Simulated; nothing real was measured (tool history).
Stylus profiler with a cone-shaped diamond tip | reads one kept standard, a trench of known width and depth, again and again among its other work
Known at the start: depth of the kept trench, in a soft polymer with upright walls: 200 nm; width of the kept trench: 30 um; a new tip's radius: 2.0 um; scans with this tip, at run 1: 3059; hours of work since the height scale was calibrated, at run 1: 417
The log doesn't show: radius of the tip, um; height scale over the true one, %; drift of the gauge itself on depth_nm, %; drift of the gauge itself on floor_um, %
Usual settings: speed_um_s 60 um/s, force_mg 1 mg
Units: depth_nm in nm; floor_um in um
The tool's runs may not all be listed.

run,day,speed_um_s,force_mg,scans with this tip,hours of work since the height scale was calibrated,depth_nm,floor_um
1,0,60,1,3059,417,200.46,27.6
2,0.829,60,1,3141,429,200.48,27.6
3,1.246,60,1,3181,434,200.51,27.58
4,1.871,60,1,3243,443,200.39,27.56
# day 1.946: height scale calibrated on a step standard
5,2.679,60,1,3320,10,200.35,27.68
6,3.429,60,1,3394,20,200.34,27.57
7,4.075,21,1,3458,29,200.44,27.86
8,4.85,61,1,3534,39,200.25,27.57
# day 5.175: height scale calibrated on a step standard, once more
9,5.588,60,2.06,3605,6,201.35,27.73
10,6.096,161,0.62,3654,12,200.47,26.58
11,6.929,48,1.08,3737,24,200.86,27.67
12,7.725,72,1.08,3815,34,200.82,27.45
13,8.558,30,1.08,3897,45,200.8,27.76

Measured less the same run without the tool's hidden state. The same run-to-run variation is in both; the gauge's scatter may not be:
run,depth_nm,floor_um
1,-0.36,-0.21
2,-0.37,-0.22
3,-0.37,-0.22
4,-0.38,-0.22
5,-0.43,-0.23
6,-0.44,-0.23
7,-0.45,-0.24
8,-0.45,-0.24
9,+0.03,-0.25
10,+0.03,-0.25
11,+0.02,-0.26
12,+0.01,-0.26
13,+0,-0.27

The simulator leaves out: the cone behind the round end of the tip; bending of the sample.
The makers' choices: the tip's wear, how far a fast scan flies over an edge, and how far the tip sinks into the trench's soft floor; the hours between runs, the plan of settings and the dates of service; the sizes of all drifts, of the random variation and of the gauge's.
